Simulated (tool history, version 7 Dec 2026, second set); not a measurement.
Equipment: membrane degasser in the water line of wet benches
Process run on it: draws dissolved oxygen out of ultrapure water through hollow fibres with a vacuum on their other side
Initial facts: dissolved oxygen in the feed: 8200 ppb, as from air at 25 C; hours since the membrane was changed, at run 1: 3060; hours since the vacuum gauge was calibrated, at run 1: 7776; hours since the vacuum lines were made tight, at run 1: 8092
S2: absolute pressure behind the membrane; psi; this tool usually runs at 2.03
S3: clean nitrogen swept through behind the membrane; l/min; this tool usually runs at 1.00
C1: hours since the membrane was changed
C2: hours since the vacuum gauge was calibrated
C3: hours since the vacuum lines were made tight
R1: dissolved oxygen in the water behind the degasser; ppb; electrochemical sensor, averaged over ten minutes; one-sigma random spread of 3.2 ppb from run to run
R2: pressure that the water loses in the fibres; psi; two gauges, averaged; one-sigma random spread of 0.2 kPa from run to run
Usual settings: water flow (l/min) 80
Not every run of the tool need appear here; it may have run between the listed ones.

Run 1, day 0.000: usual settings; C1 3060; C2 7776; C3 8092. Result: R1 1340.2 ppb, R2 6.344 psi.
Run 2, day 2.350: usual settings but water flow (l/min) 113; C1 3116; C2 7832; C3 8148. Result: R1 1639.4 ppb, R2 8.979 psi.
Run 3, day 4.967: usual settings but water flow (l/min) 54; C1 3179; C2 7895; C3 8211. Result: R1 1043.1 ppb, R2 4.226 psi.
Run 4, day 8.638: usual settings; C1 3267; C2 7983; C3 8299. Result: R1 1343.1 ppb, R2 6.325 psi.
Run 5, day 12.592: usual settings; C1 3362; C2 8078; C3 8394. Result: R1 1347.7 ppb, R2 6.383 psi.
Run 6, day 16.321: usual settings but S3 0.48 l/min; C1 3451; C2 8167; C3 8484. Result: R1 1975.6 ppb, R2 6.337 psi.
Run 7, day 20.392: usual settings but S3 2.80 l/min; C1 3549; C2 8265; C3 8581. Result: R1 652.8 ppb, R2 6.379 psi.
Run 8, day 23.196: usual settings but water flow (l/min) 115; C1 3616; C2 8332; C3 8649. Result: R1 1654.9 ppb, R2 9.168 psi.
At day 24.567: seals of the vacuum lines changed.
Run 9, day 26.233: usual settings but water flow (l/min) 82; C1 3687; C2 8403; C3 40. Result: R1 1368.5 ppb, R2 6.554 psi.
Run 10, day 29.650: usual settings but water flow (l/min) 103; C1 3769; C2 8485; C3 122. Result: R1 1564.6 ppb, R2 8.235 psi.
Run 11, day 32.204: usual settings; C1 3831; C2 8546; C3 183. Result: R1 1354.9 ppb, R2 6.383 psi.
Run 12, day 37.208: usual settings; C1 3951; C2 8667; C3 303. Result: R1 1356.0 ppb, R2 6.377 psi.
Run 13, day 40.762: usual settings; C1 4036; C2 8752; C3 389. Result: R1 1356.6 ppb, R2 6.425 psi.
Run 14, day 42.954: usual settings; C1 4089; C2 8804; C3 441. Result: R1 1350.2 ppb, R2 6.361 psi.
Run 15, day 46.817: usual settings but S2 3.25 psi; C1 4181; C2 8897; C3 534. Result: R1 2147.7 ppb, R2 6.351 psi.
At day 47.329: vacuum gauge calibrated.
Run 16, day 50.308: usual settings but S2 4.61 psi; C1 4265; C2 72; C3 617. Result: R1 2910.6 ppb, R2 6.376 psi.
Run 17, day 53.417: usual settings but S2 4.61 psi; C1 4339; C2 146; C3 692. Result: R1 2906.5 ppb, R2 6.441 psi.
Run 18, day 56.225: usual settings but water flow (l/min) 61, S3 0.51 l/min; C1 4407; C2 214; C3 759. Result: R1 1754.5 ppb, R2 4.831 psi.
Run 19, day 59.533: usual settings but water flow (l/min) 61, S3 0.51 l/min; C1 4486; C2 293; C3 839. Result: R1 1756.9 ppb, R2 4.850 psi.
Run 20, day 63.229: usual settings but water flow (l/min) 51, S2 1.78 psi; C1 4575; C2 382; C3 927. Result: R1 896.4 ppb, R2 4.045 psi.
Run 21, day 68.483: usual settings but water flow (l/min) 111, S2 1.89 psi, S3 1.56 l/min; C1 4701; C2 508; C3 1054. Result: R1 1207.9 ppb, R2 8.962 psi.
Run 22, day 72.362: usual settings but water flow (l/min) 112, S2 3.05 psi, S3 0.43 l/min; C1 4794; C2 601; C3 1147. Result: R1 3587.5 ppb, R2 8.989 psi.
Run 23, day 75.317: usual settings but water flow (l/min) 112, S2 3.05 psi, S3 0.43 l/min; C1 4865; C2 672; C3 1217. Result: R1 3595.5 ppb, R2 8.943 psi.
Run 24, day 77.921: usual settings but water flow (l/min) 73, S3 0.80 l/min; C1 4927; C2 734; C3 1280. Result: R1 1515.0 ppb, R2 5.838 psi.
At day 79.008: vacuum gauge calibrated, once more.
Run 25, day 82.854: usual settings but water flow (l/min) 73, S3 0.80 l/min; C1 5045; C2 92; C3 1398. Result: R1 1386.4 ppb, R2 5.897 psi.
Run 26, day 86.567: usual settings but water flow (l/min) 73, S3 0.80 l/min; C1 5134; C2 181; C3 1487. Result: R1 1390.9 ppb, R2 5.881 psi.
Run 27, day 90.254: usual settings but water flow (l/min) 73, S3 0.80 l/min; C1 5223; C2 270; C3 1575. Result: R1 1393.2 ppb, R2 5.845 psi.
Run 28, day 93.667: usual settings but water flow (l/min) 117, S2 1.96 psi, S3 1.28 l/min; C1 5305; C2 352; C3 1657. Result: R1 1356.1 ppb, R2 9.451 psi.
Run 29, day 97.467: usual settings but water flow (l/min) 78, S2 3.32 psi, S3 1.20 l/min; C1 5396; C2 443; C3 1749. Result: R1 1878.4 ppb, R2 6.280 psi.
Run 30, day 102.208: usual settings but water flow (l/min) 106, S2 3.35 psi, S3 1.74 l/min; C1 5510; C2 557; C3 1862. Result: R1 1829.1 ppb, R2 8.525 psi.
Run 31, day 104.588: usual settings but water flow (l/min) 96, S2 2.71 psi, S3 0.42 l/min; C1 5567; C2 614; C3 1919. Result: R1 2955.3 ppb, R2 7.719 psi.
Run 32, day 106.783: usual settings but water flow (l/min) 75, S2 1.97 psi, S3 0.74 l/min; C1 5620; C2 667; C3 1972. Result: R1 1432.3 ppb, R2 6.023 psi.

Measured minus without-hidden-state, run by run (identical run-to-run variation in each term; gauge scatter may differ):
Hidden state present: membrane still open, %; true pressure behind the membrane over the reading, kPa; air that leaks in behind the membrane, l/min; drift of the gauge itself on oxygen_ppb, %; drift of the gauge itself on loss_of_pressure_kpa, %.
run      R1      R2
  1   +54.7  +0.149
  2   +63.5  +0.215
  3   +48.5  +0.104
  4   +56.3  +0.160
  5   +57.2  +0.164
  6   +58.7  +0.168
  7   +37.4  +0.174
  8   +68.0  +0.257
  9   +68.9  +0.186
 10   +78.6  +0.241
 11   +69.3  +0.190
 12   +70.1  +0.196
 13   +70.6  +0.200
 14   +70.6  +0.202
 15   +59.2  +0.207
 16   +72.6  +0.210
 17   +72.8  +0.216
 18  +132.2  +0.165
 19  +132.9  +0.170
 20   +85.9  +0.145
 21  +107.0  +0.326
 22  +141.6  +0.334
 23  +142.1  +0.338
 24  +119.8  +0.225
 25    +1.1  +0.228
 26    +1.6  +0.234
 27    +2.3  +0.236
 28    +5.1  +0.384
 29    +3.5  +0.263
 30    +5.2  +0.364
 31    -1.8  +0.331
 32    +5.2  +0.263

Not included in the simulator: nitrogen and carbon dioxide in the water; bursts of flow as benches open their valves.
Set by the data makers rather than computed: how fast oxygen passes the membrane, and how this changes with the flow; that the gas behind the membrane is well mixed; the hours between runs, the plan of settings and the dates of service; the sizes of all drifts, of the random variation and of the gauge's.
